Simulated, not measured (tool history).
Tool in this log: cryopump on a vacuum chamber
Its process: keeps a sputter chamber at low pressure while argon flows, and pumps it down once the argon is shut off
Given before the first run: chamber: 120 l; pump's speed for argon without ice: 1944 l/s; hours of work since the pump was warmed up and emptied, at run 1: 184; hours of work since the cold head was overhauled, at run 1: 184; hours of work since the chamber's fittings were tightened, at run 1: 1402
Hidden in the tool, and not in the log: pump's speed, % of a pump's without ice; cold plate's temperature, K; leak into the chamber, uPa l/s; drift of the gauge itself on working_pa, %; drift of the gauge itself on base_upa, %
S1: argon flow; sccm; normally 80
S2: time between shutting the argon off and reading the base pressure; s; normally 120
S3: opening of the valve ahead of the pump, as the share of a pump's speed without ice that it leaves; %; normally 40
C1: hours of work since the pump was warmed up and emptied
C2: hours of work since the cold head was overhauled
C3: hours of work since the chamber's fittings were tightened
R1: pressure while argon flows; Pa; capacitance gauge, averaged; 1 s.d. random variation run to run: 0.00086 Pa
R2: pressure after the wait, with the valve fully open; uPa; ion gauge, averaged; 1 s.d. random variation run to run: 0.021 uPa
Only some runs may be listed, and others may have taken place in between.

| run | day | S1 | S2 | S3 | C1 | C2 | C3 | R1 | R2 |
|---|---|---|---|---|---|---|---|---|---|
| 1 | 0 | 80 | 120 | 40 | 184 | 184 | 1402 | 0.1807 | 0.7 |
| 2 | 0.938 | 80 | 120 | 40 | 193 | 193 | 1411 | 0.1817 | 0.69 |
| 3 | 1.508 | 80 | 120 | 40 | 199 | 199 | 1416 | 0.1807 | 0.74 |
| 4 | 2.188 | 33 | 120 | 40 | 205 | 205 | 1423 | 0.0752 | 0.73 |
| 5 | 2.633 | 33 | 120 | 40 | 210 | 210 | 1427 | 0.0744 | 0.75 |
| 6 | 3.475 | 33 | 120 | 40 | 218 | 218 | 1435 | 0.0751 | 0.74 |
| 7 | 4.462 | 80 | 120 | 15 | 227 | 227 | 1445 | 0.4718 | 0.73 |
| 8 | 5.254 | 80 | 120 | 15 | 235 | 235 | 1452 | 0.4731 | 0.77 |
| 9 | 6.108 | 80 | 120 | 15 | 243 | 243 | 1461 | 0.4714 | 0.75 |
| 10 | 6.646 | 80 | 120 | 40 | 248 | 248 | 1466 | 0.182 | 0.74 |
| 11 | 7.404 | 80 | 257 | 40 | 255 | 255 | 1473 | 0.1827 | 0.61 |
| 12 | 8.008 | 80 | 120 | 18 | 261 | 261 | 1479 | 0.3935 | 0.76 |
| 13 | 8.892 | 80 | 120 | 18 | 270 | 270 | 1487 | 0.3968 | 0.75 |
| 14 | 9.562 | 80 | 120 | 18 | 276 | 276 | 1494 | 0.3952 | 0.74 |
| 15 | 10.496 | 80 | 120 | 18 | 285 | 285 | 1503 | 0.3949 | 0.76 |
| 16 | 11.433 | 80 | 120 | 18 | 294 | 294 | 1512 | 0.3975 | 0.76 |
| 17 | 12.483 | 80 | 120 | 18 | 304 | 304 | 1522 | 0.3999 | 0.77 |
| 18 | 13.329 | 80 | 120 | 18 | 312 | 312 | 1530 | 0.3985 | 0.76 |
| 19 | 14.288 | 80 | 120 | 18 | 322 | 322 | 1539 | 0.3998 | 0.77 |
| 20 | 15.354 | 34 | 117 | 33 | 332 | 332 | 1550 | 0.0945 | 0.84 |
| 21 | 15.933 | 130 | 266 | 40 | 337 | 337 | 1555 | 0.3046 | 0.61 |
| 22 | 16.675 | 130 | 266 | 40 | 345 | 345 | 1562 | 0.308 | 0.66 |
| 23 | 17.554 | 130 | 266 | 40 | 353 | 353 | 1571 | 0.3062 | 0.66 |
| 24 | 18.292 | 72 | 30 | 40 | 360 | 360 | 1578 | 0.1682 | 1.36 |
| 25 | 18.838 | 107 | 93 | 41 | 365 | 365 | 1583 | 0.247 | 0.85 |
| 26 | 19.508 | 107 | 93 | 41 | 372 | 372 | 1589 | 0.2444 | 0.92 |
| 27 | 20.142 | 48 | 52 | 51 | 378 | 378 | 1596 | 0.0894 | 1.09 |
| 28 | 20.983 | 48 | 52 | 51 | 386 | 386 | 1604 | 0.092 | 1.13 |
| 29 | 21.85 | 56 | 212 | 30 | 394 | 394 | 1612 | 0.1735 | 0.73 |
| 30 | 22.629 | 56 | 212 | 30 | 402 | 402 | 1619 | 0.1741 | 0.69 |
| 31 | 23.112 | 40 | 109 | 38 | 406 | 406 | 1624 | 0.0993 | 0.87 |
| 32 | 23.729 | 37 | 50 | 40 | 412 | 412 | 1630 | 0.0879 | 1.12 |
| 33 | 24.758 | 80 | 120 | 33 | 422 | 422 | 1640 | 0.2281 | 0.81 |

How would selected steps in R1 from run to run divide? Give the signed amount a tool lacking its hidden state would still show from settings, what came in and random variation, and the signed amount left for the hidden state, including any gauge scatter that is not in both of the compared results.
Run 6 -> 7: S1 33 -> 80, S3 40 -> 15. R1 +0.3967 Pa: hidden state +0.0051, all else +0.3916.
Run 9 -> 10: S3 15 -> 40. R1 -0.2894 Pa: hidden state +0.0002, all else -0.2896.
Run 19 -> 20: S1 80 -> 34, S2 120 -> 117, S3 18 -> 33. R1 -0.3053 Pa: hidden state -0.007, all else -0.2983.
Run 20 -> 21: S1 34 -> 130, S2 117 -> 266, S3 33 -> 40. R1 +0.2101 Pa: hidden state +0.0157, all else +0.1944.
Run 23 -> 24: S1 130 -> 72, S2 266 -> 30. R1 -0.138 Pa: hidden state -0.0097, all else -0.1283.
Run 26 -> 27: S1 107 -> 48, S2 93 -> 52, S3 41 -> 51. R1 -0.155 Pa: hidden state -0.0103, all else -0.1447.

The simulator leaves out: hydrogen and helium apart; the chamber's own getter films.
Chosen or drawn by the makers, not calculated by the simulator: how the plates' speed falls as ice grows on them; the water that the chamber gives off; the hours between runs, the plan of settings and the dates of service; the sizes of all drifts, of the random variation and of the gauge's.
